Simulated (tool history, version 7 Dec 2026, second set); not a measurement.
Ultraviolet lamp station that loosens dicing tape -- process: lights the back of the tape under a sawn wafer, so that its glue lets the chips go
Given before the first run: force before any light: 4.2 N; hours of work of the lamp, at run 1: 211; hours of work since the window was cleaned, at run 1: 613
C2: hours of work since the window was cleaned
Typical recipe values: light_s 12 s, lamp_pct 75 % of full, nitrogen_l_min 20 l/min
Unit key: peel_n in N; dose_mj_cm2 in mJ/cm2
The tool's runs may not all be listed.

{"run": 1, "hour": 0.0, "light_s": 12, "lamp_pct": 75, "nitrogen_l_min": 20, "hours of work of the lamp": 211, "C2": 613, "peel_n": 0.548, "dose_mj_cm2": 380}
{"hour": 2.0, "done": "window cleaned of glue's vapour"}
{"run": 2, "hour": 12.8, "light_s": 17, "lamp_pct": 75, "nitrogen_l_min": 20, "hours of work of the lamp": 217, "C2": 5, "peel_n": 0.263, "dose_mj_cm2": 530}
{"run": 3, "hour": 24.3, "light_s": 17, "lamp_pct": 75, "nitrogen_l_min": 20, "hours of work of the lamp": 222, "C2": 10, "peel_n": 0.257, "dose_mj_cm2": 527}
{"run": 4, "hour": 37.0, "light_s": 12, "lamp_pct": 75, "nitrogen_l_min": 20, "hours of work of the lamp": 228, "C2": 16, "peel_n": 0.543, "dose_mj_cm2": 375}
{"run": 5, "hour": 47.6, "light_s": 12, "lamp_pct": 75, "nitrogen_l_min": 20, "hours of work of the lamp": 233, "C2": 21, "peel_n": 0.524, "dose_mj_cm2": 375}
{"run": 6, "hour": 58.5, "light_s": 12, "lamp_pct": 75, "nitrogen_l_min": 20, "hours of work of the lamp": 238, "C2": 26, "peel_n": 0.555, "dose_mj_cm2": 381}
{"run": 7, "hour": 74.4, "light_s": 12, "lamp_pct": 65, "nitrogen_l_min": 20, "hours of work of the lamp": 245, "C2": 33, "peel_n": 0.693, "dose_mj_cm2": 324}
{"run": 8, "hour": 88.4, "light_s": 12, "lamp_pct": 65, "nitrogen_l_min": 20, "hours of work of the lamp": 251, "C2": 39, "peel_n": 0.689, "dose_mj_cm2": 325}
{"run": 9, "hour": 96.3, "light_s": 12, "lamp_pct": 65, "nitrogen_l_min": 20, "hours of work of the lamp": 255, "C2": 43, "peel_n": 0.7, "dose_mj_cm2": 327}
{"run": 10, "hour": 105.0, "light_s": 12, "lamp_pct": 65, "nitrogen_l_min": 20, "hours of work of the lamp": 259, "C2": 47, "peel_n": 0.689, "dose_mj_cm2": 326}
{"run": 11, "hour": 112.0, "light_s": 12, "lamp_pct": 65, "nitrogen_l_min": 20, "hours of work of the lamp": 262, "C2": 50, "peel_n": 0.67, "dose_mj_cm2": 326}
{"run": 12, "hour": 122.6, "light_s": 12, "lamp_pct": 65, "nitrogen_l_min": 20, "hours of work of the lamp": 267, "C2": 55, "peel_n": 0.691, "dose_mj_cm2": 326}
{"run": 13, "hour": 133.1, "light_s": 12, "lamp_pct": 65, "nitrogen_l_min": 21, "hours of work of the lamp": 271, "C2": 59, "peel_n": 0.692, "dose_mj_cm2": 327}
{"run": 14, "hour": 145.6, "light_s": 15, "lamp_pct": 75, "nitrogen_l_min": 20, "hours of work of the lamp": 277, "C2": 65, "peel_n": 0.335, "dose_mj_cm2": 469}
{"run": 15, "hour": 153.0, "light_s": 15, "lamp_pct": 75, "nitrogen_l_min": 20, "hours of work of the lamp": 280, "C2": 68, "peel_n": 0.334, "dose_mj_cm2": 472}
{"run": 16, "hour": 165.6, "light_s": 12, "lamp_pct": 75, "nitrogen_l_min": 20, "hours of work of the lamp": 286, "C2": 74, "peel_n": 0.524, "dose_mj_cm2": 375}
{"run": 17, "hour": 178.2, "light_s": 12, "lamp_pct": 78, "nitrogen_l_min": 20, "hours of work of the lamp": 292, "C2": 80, "peel_n": 0.494, "dose_mj_cm2": 395}
{"run": 18, "hour": 187.4, "light_s": 12, "lamp_pct": 78, "nitrogen_l_min": 20, "hours of work of the lamp": 296, "C2": 84, "peel_n": 0.486, "dose_mj_cm2": 393}
{"run": 19, "hour": 200.8, "light_s": 12, "lamp_pct": 75, "nitrogen_l_min": 20, "hours of work of the lamp": 302, "C2": 90, "peel_n": 0.537, "dose_mj_cm2": 377}
{"run": 20, "hour": 211.6, "light_s": 12, "lamp_pct": 91, "nitrogen_l_min": 20, "hours of work of the lamp": 307, "C2": 95, "peel_n": 0.364, "dose_mj_cm2": 452}
{"run": 21, "hour": 226.3, "light_s": 12, "lamp_pct": 91, "nitrogen_l_min": 20, "hours of work of the lamp": 313, "C2": 101, "peel_n": 0.366, "dose_mj_cm2": 460}
{"run": 22, "hour": 234.2, "light_s": 8, "lamp_pct": 75, "nitrogen_l_min": 11, "hours of work of the lamp": 317, "C2": 105, "peel_n": 1.406, "dose_mj_cm2": 247}
{"run": 23, "hour": 245.1, "light_s": 20, "lamp_pct": 75, "nitrogen_l_min": 7, "hours of work of the lamp": 322, "C2": 110, "peel_n": 0.483, "dose_mj_cm2": 624}
{"run": 24, "hour": 253.2, "light_s": 12, "lamp_pct": 60, "nitrogen_l_min": 20, "hours of work of the lamp": 326, "C2": 114, "peel_n": 0.784, "dose_mj_cm2": 303}
{"run": 25, "hour": 268.8, "light_s": 12, "lamp_pct": 67, "nitrogen_l_min": 20, "hours of work of the lamp": 333, "C2": 121, "peel_n": 0.614, "dose_mj_cm2": 336}
{"run": 26, "hour": 284.1, "light_s": 7, "lamp_pct": 77, "nitrogen_l_min": 20, "hours of work of the lamp": 340, "C2": 128, "peel_n": 1.211, "dose_mj_cm2": 228}
{"run": 27, "hour": 294.3, "light_s": 10, "lamp_pct": 89, "nitrogen_l_min": 20, "hours of work of the lamp": 344, "C2": 132, "peel_n": 0.544, "dose_mj_cm2": 371}
{"run": 28, "hour": 310.0, "light_s": 22, "lamp_pct": 88, "nitrogen_l_min": 20, "hours of work of the lamp": 351, "C2": 139, "peel_n": 0.109, "dose_mj_cm2": 815}
{"run": 29, "hour": 317.0, "light_s": 12, "lamp_pct": 66, "nitrogen_l_min": 20, "hours of work of the lamp": 354, "C2": 143, "peel_n": 0.67, "dose_mj_cm2": 329}
{"run": 30, "hour": 332.9, "light_s": 12, "lamp_pct": 66, "nitrogen_l_min": 20, "hours of work of the lamp": 362, "C2": 150, "peel_n": 0.674, "dose_mj_cm2": 329}
{"run": 31, "hour": 346.5, "light_s": 12, "lamp_pct": 66, "nitrogen_l_min": 20, "hours of work of the lamp": 368, "C2": 156, "peel_n": 0.675, "dose_mj_cm2": 334}
{"run": 32, "hour": 361.7, "light_s": 6, "lamp_pct": 69, "nitrogen_l_min": 6, "hours of work of the lamp": 375, "C2": 163, "peel_n": 2.405, "dose_mj_cm2": 177}
{"run": 33, "hour": 377.1, "light_s": 10, "lamp_pct": 89, "nitrogen_l_min": 38, "hours of work of the lamp": 382, "C2": 170, "peel_n": 0.34, "dose_mj_cm2": 370}
{"run": 34, "hour": 390.4, "light_s": 10, "lamp_pct": 84, "nitrogen_l_min": 8, "hours of work of the lamp": 388, "C2": 176, "peel_n": 1.101, "dose_mj_cm2": 350}
{"run": 35, "hour": 401.3, "light_s": 6, "lamp_pct": 89, "nitrogen_l_min": 8, "hours of work of the lamp": 393, "C2": 181, "peel_n": 1.819, "dose_mj_cm2": 228}
{"run": 36, "hour": 417.1, "light_s": 6, "lamp_pct": 89, "nitrogen_l_min": 8, "hours of work of the lamp": 400, "C2": 188, "peel_n": 1.773, "dose_mj_cm2": 220}
{"run": 37, "hour": 428.7, "light_s": 12, "lamp_pct": 84, "nitrogen_l_min": 19, "hours of work of the lamp": 405, "C2": 193, "peel_n": 0.439, "dose_mj_cm2": 421}
{"run": 38, "hour": 436.6, "light_s": 12, "lamp_pct": 84, "nitrogen_l_min": 19, "hours of work of the lamp": 409, "C2": 197, "peel_n": 0.456, "dose_mj_cm2": 421}
{"run": 39, "hour": 452.7, "light_s": 19, "lamp_pct": 84, "nitrogen_l_min": 19, "hours of work of the lamp": 416, "C2": 204, "peel_n": 0.161, "dose_mj_cm2": 671}
{"run": 40, "hour": 461.3, "light_s": 19, "lamp_pct": 84, "nitrogen_l_min": 19, "hours of work of the lamp": 420, "C2": 208, "peel_n": 0.164, "dose_mj_cm2": 666}
{"run": 41, "hour": 474.6, "light_s": 19, "lamp_pct": 84, "nitrogen_l_min": 19, "hours of work of the lamp": 426, "C2": 214, "peel_n": 0.153, "dose_mj_cm2": 670}
{"run": 42, "hour": 482.7, "light_s": 12, "lamp_pct": 69, "nitrogen_l_min": 20, "hours of work of the lamp": 429, "C2": 218, "peel_n": 0.624, "dose_mj_cm2": 343}

Here are 3 independent what-if runs from the current tool condition. What would each one return?
{"run": "A", "hour": 493.8, "light_s": 16, "lamp_pct": 72, "nitrogen_l_min": 20, "hours of work of the lamp": 435, "C2": 223, "peel_n": "?", "dose_mj_cm2": "?"}
{"run": "B", "hour": 493.8, "light_s": 12, "lamp_pct": 81, "nitrogen_l_min": 10, "hours of work of the lamp": 435, "C2": 223, "peel_n": "?", "dose_mj_cm2": "?"}
{"run": "C", "hour": 493.8, "light_s": 12, "lamp_pct": 90, "nitrogen_l_min": 20, "hours of work of the lamp": 435, "C2": 223, "peel_n": "?", "dose_mj_cm2": "?"}

run=A peel_n=0.321 dose_mj_cm2=486
run=B peel_n=0.797 dose_mj_cm2=406
run=C peel_n=0.377 dose_mj_cm2=457
Without the tool's hidden state the same runs would have given:
run=A peel_n=0.32 dose_mj_cm2=486
run=B peel_n=0.795 dose_mj_cm2=406
run=C peel_n=0.376 dose_mj_cm2=458
